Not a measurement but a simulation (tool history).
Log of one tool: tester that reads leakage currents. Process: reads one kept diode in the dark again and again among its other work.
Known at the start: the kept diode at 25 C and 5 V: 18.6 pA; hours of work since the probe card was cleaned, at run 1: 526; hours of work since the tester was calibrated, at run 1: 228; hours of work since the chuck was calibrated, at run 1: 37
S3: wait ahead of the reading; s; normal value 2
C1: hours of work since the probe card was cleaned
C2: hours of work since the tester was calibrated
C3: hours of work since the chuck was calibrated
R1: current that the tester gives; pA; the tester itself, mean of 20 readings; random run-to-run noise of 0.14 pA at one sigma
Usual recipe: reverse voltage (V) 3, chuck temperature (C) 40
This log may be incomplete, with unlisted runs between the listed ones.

run 1 hour=0 | reverse_voltage_(V)=3 chuck_temperature_(C)=40 S3=2 | C1=526 C2=228 C3=37 | R1=45.65
run 2 hour=101.2 | reverse_voltage_(V)=3 chuck_temperature_(C)=40 S3=2 | C1=597 C2=300 C3=109 | R1=44.57
run 3 hour=172.3 | reverse_voltage_(V)=3 chuck_temperature_(C)=40 S3=2 | C1=648 C2=351 C3=160 | R1=43.62
run 4 hour=241.3 | reverse_voltage_(V)=3 chuck_temperature_(C)=40 S3=2 | C1=697 C2=400 C3=209 | R1=43.3
run 5 hour=334.4 | reverse_voltage_(V)=3 chuck_temperature_(C)=40 S3=2 | C1=763 C2=466 C3=275 | R1=42.66
run 6 hour=406.7 | reverse_voltage_(V)=3 chuck_temperature_(C)=40 S3=2 | C1=814 C2=517 C3=326 | R1=42.1
run 7 hour=476.4 | reverse_voltage_(V)=3 chuck_temperature_(C)=40 S3=2 | C1=864 C2=567 C3=376 | R1=41.24
run 8 hour=569.8 | reverse_voltage_(V)=3 chuck_temperature_(C)=40 S3=2 | C1=930 C2=633 C3=442 | R1=40.62
run 9 hour=626.8 | reverse_voltage_(V)=3 chuck_temperature_(C)=40 S3=2 | C1=970 C2=673 C3=482 | R1=40.13
run 10 hour=691.5 | reverse_voltage_(V)=3 chuck_temperature_(C)=40 S3=2 | C1=1016 C2=719 C3=528 | R1=39.75
run 11 hour=733.5 | reverse_voltage_(V)=3 chuck_temperature_(C)=40 S3=2 | C1=1046 C2=749 C3=558 | R1=39.63
-- hour=755.5 chuck's temperature calibrated
run 12 hour=828 | reverse_voltage_(V)=3 chuck_temperature_(C)=40 S3=1.38 | C1=1112 C2=815 C3=51 | R1=46.38
run 13 hour=908.5 | reverse_voltage_(V)=3 chuck_temperature_(C)=40 S3=1.38 | C1=1169 C2=872 C3=109 | R1=45.73
run 14 hour=962 | reverse_voltage_(V)=3 chuck_temperature_(C)=40 S3=9.2 | C1=1207 C2=910 C3=147 | R1=45.2
run 15 hour=1019.9 | reverse_voltage_(V)=9.17 chuck_temperature_(C)=40 S3=2 | C1=1248 C2=951 C3=188 | R1=76.57
run 16 hour=1077.8 | reverse_voltage_(V)=9.17 chuck_temperature_(C)=40 S3=2 | C1=1289 C2=992 C3=229 | R1=75.82
run 17 hour=1129.5 | reverse_voltage_(V)=9.17 chuck_temperature_(C)=40 S3=2 | C1=1326 C2=1029 C3=265 | R1=75.09
run 18 hour=1200.2 | reverse_voltage_(V)=3 chuck_temperature_(C)=40 S3=1.08 | C1=1376 C2=1079 C3=316 | R1=43.49
run 19 hour=1272.1 | reverse_voltage_(V)=3 chuck_temperature_(C)=40 S3=1.08 | C1=1427 C2=1130 C3=367 | R1=42.68
run 20 hour=1348.4 | reverse_voltage_(V)=3 chuck_temperature_(C)=26 S3=1.08 | C1=1481 C2=1184 C3=421 | R1=16.53
run 21 hour=1408.8 | reverse_voltage_(V)=13.34 chuck_temperature_(C)=26 S3=3.27 | C1=1524 C2=1227 C3=464 | R1=37.27
run 22 hour=1484.2 | reverse_voltage_(V)=4.9 chuck_temperature_(C)=56 S3=1.11 | C1=1578 C2=1280 C3=517 | R1=146.12
run 23 hour=1553.1 | reverse_voltage_(V)=4.9 chuck_temperature_(C)=56 S3=1.11 | C1=1626 C2=1329 C3=566 | R1=143.86
-- hour=1570.5 chuck's temperature calibrated
run 24 hour=1643 | reverse_voltage_(V)=4.9 chuck_temperature_(C)=56 S3=1.11 | C1=1689 C2=1392 C3=51 | R1=164.68
run 25 hour=1741.9 | reverse_voltage_(V)=1.04 chuck_temperature_(C)=27 S3=1.57 | C1=1759 C2=1462 C3=122 | R1=11.2
run 26 hour=1826.5 | reverse_voltage_(V)=3 chuck_temperature_(C)=41 S3=0.48 | C1=1819 C2=1522 C3=182 | R1=48.46
-- hour=1835.5 tester calibrated
run 27 hour=1921 | reverse_voltage_(V)=3 chuck_temperature_(C)=41 S3=0.48 | C1=1885 C2=61 C3=247 | R1=47.5
run 28 hour=1990.9 | reverse_voltage_(V)=1.13 chuck_temperature_(C)=40 S3=8.09 | C1=1934 C2=110 C3=297 | R1=27.03
run 29 hour=2038.3 | reverse_voltage_(V)=1.04 chuck_temperature_(C)=52 S3=8.17 | C1=1968 C2=144 C3=331 | R1=57.29
run 30 hour=2093.2 | reverse_voltage_(V)=3 chuck_temperature_(C)=39 S3=4.82 | C1=2007 C2=183 C3=370 | R1=39.63
run 31 hour=2187.9 | reverse_voltage_(V)=11.57 chuck_temperature_(C)=40 S3=2.52 | C1=2074 C2=250 C3=437 | R1=82.5
run 32 hour=2287.6 | reverse_voltage_(V)=3.89 chuck_temperature_(C)=24 S3=0.63 | C1=2145 C2=321 C3=508 | R1=17.66
run 33 hour=2358.9 | reverse_voltage_(V)=9.62 chuck_temperature_(C)=24 S3=0.97 | C1=2196 C2=372 C3=558 | R1=30.55
-- hour=2383.6 chuck's temperature calibrated
run 34 hour=2403.4 | reverse_voltage_(V)=14.44 chuck_temperature_(C)=40 S3=2 | C1=2226 C2=402 C3=14 | R1=105.38
-- hour=2469.8 tester calibrated, once more
run 35 hour=2476.6 | reverse_voltage_(V)=14.44 chuck_temperature_(C)=34 S3=0.49 | C1=2276 C2=5 C3=65 | R1=79.01
run 36 hour=2545.1 | reverse_voltage_(V)=1.63 chuck_temperature_(C)=34 S3=1.98 | C1=2325 C2=53 C3=113 | R1=23.39
run 37 hour=2616.6 | reverse_voltage_(V)=1.63 chuck_temperature_(C)=34 S3=1.98 | C1=2376 C2=104 C3=164 | R1=23.17
run 38 hour=2708.8 | reverse_voltage_(V)=1.63 chuck_temperature_(C)=34 S3=1.98 | C1=2441 C2=170 C3=229 | R1=22.72
-- hour=2756.7 probe card cleaned and baked
run 39 hour=2777.2 | reverse_voltage_(V)=12.28 chuck_temperature_(C)=23 S3=3.77 | C1=15 C2=216 C3=276 | R1=22.39

For each entry between runs, how does the tool's hidden state at the last listed run before it compare with that at the first listed run after it?
Runs 11 to 12: chuck's temperature calibrated (hour 755.5)
  stray current of the dirty probe card, pA a volt: 0.532 -> 0.562; current scale over the true one, %: -0.59 -> -0.63; true chuck temperature over the reading, C: -2.42 -> -0.12
  measured less the result without the state, R1: -5.82 -> +0.96 pA
Runs 23 to 24: chuck's temperature calibrated (hour 1570.5)
  stray current of the dirty probe card, pA a volt: 0.815 -> 0.844; current scale over the true one, %: -0.93 -> -0.96; true chuck temperature over the reading, C: -2.34 -> -0.33
  measured less the result without the state, R1: -20.22 -> -1.02 pA
Runs 26 to 27: tester calibrated (hour 1835.5)
  stray current of the dirty probe card, pA a volt: 0.906 -> 0.943; current scale over the true one, %: -1.03 -> -1.76; true chuck temperature over the reading, C: -0.92 -> -1.2
  measured less the result without the state, R1: -0.86 -> -2 pA
Runs 33 to 34: chuck's temperature calibrated (hour 2383.6)
  stray current of the dirty probe card, pA a volt: 1.098 -> 1.112; current scale over the true one, %: -1.94 -> -1.95; true chuck temperature over the reading, C: -2.59 -> -0.12
  measured less the result without the state, R1: +5.52 -> +12.95 pA
Runs 34 to 35: tester calibrated, once more (hour 2469.8)
  stray current of the dirty probe card, pA a volt: 1.112 -> 1.135; current scale over the true one, %: -1.95 -> 0.11; true chuck temperature over the reading, C: -0.12 -> -0.33
  measured less the result without the state, R1: +12.95 -> +14.83 pA
Runs 38 to 39: probe card cleaned and baked (hour 2756.7)
  stray current of the dirty probe card, pA a volt: 1.22 -> 0.036; current scale over the true one, %: 0.02 -> -0.01; true chuck temperature over the reading, C: -1.08 -> -1.29
  measured less the result without the state, R1: +0.25 -> -2.11 pA

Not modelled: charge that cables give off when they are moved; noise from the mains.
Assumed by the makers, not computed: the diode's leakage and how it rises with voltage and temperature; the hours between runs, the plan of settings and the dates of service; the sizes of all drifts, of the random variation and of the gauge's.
